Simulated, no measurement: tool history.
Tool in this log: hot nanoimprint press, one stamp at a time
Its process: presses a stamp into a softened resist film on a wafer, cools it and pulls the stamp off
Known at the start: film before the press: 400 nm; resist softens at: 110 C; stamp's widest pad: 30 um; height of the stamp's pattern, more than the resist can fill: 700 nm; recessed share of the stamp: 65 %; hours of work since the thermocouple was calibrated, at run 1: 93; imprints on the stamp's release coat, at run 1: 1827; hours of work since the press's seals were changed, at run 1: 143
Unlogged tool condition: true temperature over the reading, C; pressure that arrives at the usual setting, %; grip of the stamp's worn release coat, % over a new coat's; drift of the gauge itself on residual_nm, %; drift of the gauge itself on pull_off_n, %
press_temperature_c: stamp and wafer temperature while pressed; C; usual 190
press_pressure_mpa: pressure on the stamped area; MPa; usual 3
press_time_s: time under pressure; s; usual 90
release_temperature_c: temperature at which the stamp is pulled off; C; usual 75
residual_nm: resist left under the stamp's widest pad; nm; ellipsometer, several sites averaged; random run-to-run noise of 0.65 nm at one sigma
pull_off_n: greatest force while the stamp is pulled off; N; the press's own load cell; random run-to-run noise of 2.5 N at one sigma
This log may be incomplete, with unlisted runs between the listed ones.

run,hour,press_temperature_c,press_pressure_mpa,press_time_s,release_temperature_c,hours of work since the thermocouple was calibrated,imprints on the stamp's release coat,hours of work since the press's seals were changed,residual_nm,pull_off_n
1,0,190,3,90,75,93,1827,143,150.5,255
2,6.6,190,3,90,75,97,1852,146,148.3,259
3,16,190,3,90,75,102,1888,152,148.8,256
4,21.7,187,3,90,75,105,1910,155,173.3,254
5,30.7,187,3,90,75,110,1944,160,172.8,258
6,37,190,1.94,90,75,113,1968,163,179.8,259
7,49.1,190,3,90,73,120,2014,169,149.8,270
8,55.1,190,3,90,64,123,2037,173,151.2,325
9,65.9,190,3,90,64,129,2078,178,150.5,328
10,78,190,3,90,75,135,2124,185,149.9,257
# hour 92.4: stamp cleaned and given a new release coat
11,95.7,190,3,90,75,142,12,191,149.4,217
12,102.8,190,3,90,75,146,40,195,151.5,215
13,110.3,190,3,90,77,150,68,199,151,204
14,120,190,3,90,77,155,105,204,150.4,207
15,129,191,3,90,75,160,139,209,144.2,216
16,136.8,191,3,90,75,164,169,213,144.7,214
17,148.3,191,3,90,75,170,213,220,144.8,219
18,161,200,1.99,90,75,177,261,226,116.3,224
19,171.6,198,1.99,48,76,183,301,232,166.4,218
20,183.5,186,4.04,62,68,189,347,238,187.4,257
# hour 187.5: plate thermocouple calibrated
21,196.4,186,4.04,62,68,5,384,244,190.3,260
22,203.3,190,3.59,90,74,9,410,248,143,229
23,209.5,190,3.59,70,74,12,434,251,157.5,231
24,219.6,190,3.59,47,61,17,473,256,186.5,299
25,227.6,190,3.59,47,61,22,503,261,185.7,306
26,234.6,190,3.21,154,61,25,529,264,117.8,297
27,247.2,190,3.21,154,61,32,578,271,118.3,307
28,258.8,190,4.28,158,64,38,622,277,102.8,286
# hour 268.4: plate thermocouple calibrated, once more
29,268.8,188,3.66,158,73,0,648,281,116.4,236

Difference, measured minus no-hidden-state, one row per run. Run-to-run variation is common to both terms; the gauge's own scatter need not be:
run,residual_nm,pull_off_n
1,+3.1,+43
2,+3.2,+44
3,+3.4,+45
4,+4,+45
5,+4.1,+46
6,+3.9,+47
7,+4,+49
8,+4.1,+60
9,+4.3,+62
10,+4.5,+50
11,+4.7,+3
12,+4.8,+3
13,+5,+4
14,+5.1,+5
15,+5,+6
16,+5.2,+6
17,+5.4,+8
18,+4,+9
19,+5.4,+10
20,+8,+13
21,+9.4,+14
22,+7.5,+14
23,+8.1,+14
24,+9.2,+19
25,+9.3,+20
26,+6.7,+20
27,+6.9,+22
28,+6.7,+23
29,+2.1,+15
